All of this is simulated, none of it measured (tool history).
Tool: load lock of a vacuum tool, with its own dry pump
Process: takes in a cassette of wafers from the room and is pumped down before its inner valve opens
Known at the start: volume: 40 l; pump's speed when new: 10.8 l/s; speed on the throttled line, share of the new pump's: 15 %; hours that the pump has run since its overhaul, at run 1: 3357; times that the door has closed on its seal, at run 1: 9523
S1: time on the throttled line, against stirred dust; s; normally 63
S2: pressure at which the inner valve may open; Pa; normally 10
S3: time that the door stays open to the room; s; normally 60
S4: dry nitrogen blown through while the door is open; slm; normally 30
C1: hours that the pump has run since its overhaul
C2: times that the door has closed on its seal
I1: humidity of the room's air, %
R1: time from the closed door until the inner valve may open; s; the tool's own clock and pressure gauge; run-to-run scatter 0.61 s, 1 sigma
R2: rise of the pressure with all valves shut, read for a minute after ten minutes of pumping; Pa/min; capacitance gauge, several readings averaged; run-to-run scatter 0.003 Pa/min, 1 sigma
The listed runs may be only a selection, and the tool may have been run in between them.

Run 1, day 0.000: usual settings; C1 3357; C2 9523; I1 46.4. Result: R1 88.2 s, R2 0.048 Pa/min.
Run 2, day 5.646: usual settings but S1 55 s; C1 3493; C2 9776; I1 46.7. Result: R1 80.7 s, R2 0.044 Pa/min.
Run 3, day 11.708: usual settings but S1 59 s; C1 3638; C2 10048; I1 46.3. Result: R1 84.4 s, R2 0.039 Pa/min.
Run 4, day 18.762: usual settings but S1 59 s; C1 3807; C2 10365; I1 48.8. Result: R1 85.6 s, R2 0.048 Pa/min.
Run 5, day 23.800: usual settings but S1 59 s; C1 3928; C2 10590; I1 42.4. Result: R1 85.6 s, R2 0.046 Pa/min.
Run 6, day 31.558: usual settings but S1 59 s; C1 4114; C2 10938; I1 43.4. Result: R1 85.0 s, R2 0.047 Pa/min.
Run 7, day 37.008: usual settings but S2 11 Pa; C1 4245; C2 11183; I1 47.4. Result: R1 88.0 s, R2 0.050 Pa/min.
Run 8, day 41.879: usual settings but S2 11 Pa; C1 4362; C2 11401; I1 42.2. Result: R1 86.9 s, R2 0.047 Pa/min.
Run 9, day 48.962: usual settings but S2 11 Pa; C1 4532; C2 11719; I1 51.4. Result: R1 88.4 s, R2 0.048 Pa/min.
Run 10, day 56.504: usual settings but S1 72 s; C1 4713; C2 12057; I1 45.2. Result: R1 96.0 s, R2 0.049 Pa/min.
Run 11, day 64.917: usual settings but S3 30 s; C1 4915; C2 12434; I1 48.5. Result: R1 89.7 s, R2 0.041 Pa/min.
Run 12, day 69.188: usual settings but S3 30 s, S4 22 slm; C1 5018; C2 12625; I1 46.3. Result: R1 88.5 s, R2 0.048 Pa/min.
Run 13, day 74.888: usual settings but S3 30 s, S4 22 slm; C1 5154; C2 12881; I1 48.1. Result: R1 89.4 s, R2 0.043 Pa/min.
Run 14, day 81.554: usual settings but S2 16 Pa; C1 5314; C2 13180; I1 42.3. Result: R1 87.3 s, R2 0.051 Pa/min.
Run 15, day 89.633: usual settings but S2 16 Pa; C1 5508; C2 13542; I1 45.6. Result: R1 85.6 s, R2 0.055 Pa/min.
Run 16, day 93.896: usual settings; C1 5611; C2 13733; I1 48.2. Result: R1 88.1 s, R2 0.055 Pa/min.
Run 17, day 98.600: usual settings but S4 13 slm; C1 5723; C2 13944; I1 46.7. Result: R1 88.2 s, R2 0.062 Pa/min.
Run 18, day 105.558: usual settings but S2 14 Pa; C1 5890; C2 14256; I1 48.8. Result: R1 88.4 s, R2 0.055 Pa/min.
Run 19, day 109.221: usual settings but S1 42 s, S2 13 Pa, S3 39 s, S4 11 slm; C1 5978; C2 14420; I1 46.4. Result: R1 70.1 s, R2 0.054 Pa/min.
Run 20, day 114.225: usual settings but S1 92 s, S2 8 Pa, S3 39 s, S4 11 slm; C1 6098; C2 14645; I1 46.2. Result: R1 116.6 s, R2 0.052 Pa/min.
Run 21, day 119.829: usual settings but S2 7 Pa, S3 64 s; C1 6233; C2 14896; I1 44.7. Result: R1 90.1 s, R2 0.061 Pa/min.
Run 22, day 126.842: usual settings but S2 7 Pa, S3 64 s; C1 6401; C2 15210; I1 44.3. Result: R1 90.5 s, R2 0.060 Pa/min.
Run 23, day 134.138: usual settings but S1 51 s, S3 87 s; C1 6576; C2 15538; I1 44.5. Result: R1 78.4 s, R2 0.068 Pa/min.
Run 24, day 137.992: usual settings but S1 51 s, S3 87 s; C1 6669; C2 15710; I1 44.6. Result: R1 77.3 s, R2 0.064 Pa/min.
Run 25, day 145.129: usual settings but S3 87 s; C1 6840; C2 16030; I1 45.6. Result: R1 88.7 s, R2 0.069 Pa/min.
Run 26, day 151.758: usual settings but S2 18 Pa, S3 87 s; C1 6999; C2 16328; I1 50.2. Result: R1 86.7 s, R2 0.072 Pa/min.
Run 27, day 159.221: usual settings but S2 11 Pa, S3 153 s; C1 7178; C2 16662; I1 45.4. Result: R1 89.0 s, R2 0.084 Pa/min.
Run 28, day 165.792: usual settings but S2 11 Pa, S3 153 s; C1 7336; C2 16957; I1 43.9. Result: R1 89.6 s, R2 0.082 Pa/min.
Run 29, day 172.083: usual settings but S2 11 Pa, S3 153 s; C1 7487; C2 17239; I1 43.9. Result: R1 89.1 s, R2 0.080 Pa/min.
Run 30, day 178.608: usual settings but S1 55 s, S2 11 Pa, S3 153 s, S4 26 slm; C1 7644; C2 17532; I1 43.6. Result: R1 82.0 s, R2 0.087 Pa/min.
Run 31, day 185.812: usual settings but S1 79 s, S2 18 Pa, S3 38 s, S4 18 slm; C1 7817; C2 17854; I1 46.2. Result: R1 101.1 s, R2 0.058 Pa/min.
Run 32, day 190.988: usual settings but S1 79 s, S2 18 Pa, S3 38 s, S4 18 slm; C1 7941; C2 18087; I1 46.1. Result: R1 101.1 s, R2 0.061 Pa/min.
Run 33, day 198.300: usual settings but S4 12 slm; C1 8116; C2 18414; I1 49.0. Result: R1 90.1 s, R2 0.077 Pa/min.
Run 34, day 201.862: usual settings but S4 12 slm; C1 8202; C2 18574; I1 44.1. Result: R1 89.2 s, R2 0.081 Pa/min.
Run 35, day 208.900: usual settings but S4 12 slm; C1 8371; C2 18890; I1 47.1. Result: R1 89.6 s, R2 0.082 Pa/min.

Forecast each of these 3 alternatives for the next run:
Run A, day 216.788: usual settings but S3 39 s, S4 37 slm; C1 8560; C2 19243; I1 45.9. Result: R1 ?, R2 ?.
Run B, day 216.788: usual settings but S3 36 s, S4 11 slm; C1 8560; C2 19243; I1 45.5. Result: R1 ?, R2 ?.
Run C, day 216.788: usual settings but S1 33 s, S4 12 slm; C1 8560; C2 19243; I1 46.1. Result: R1 ?, R2 ?.

run    R1     R2
  A  89.9  0.057
  B  90.0  0.066
  C  63.5  0.081
With no hidden state in the tool, these same runs would have given:
run    R1     R2
  A  88.4  0.018
  B  88.6  0.027
  C  61.9  0.043
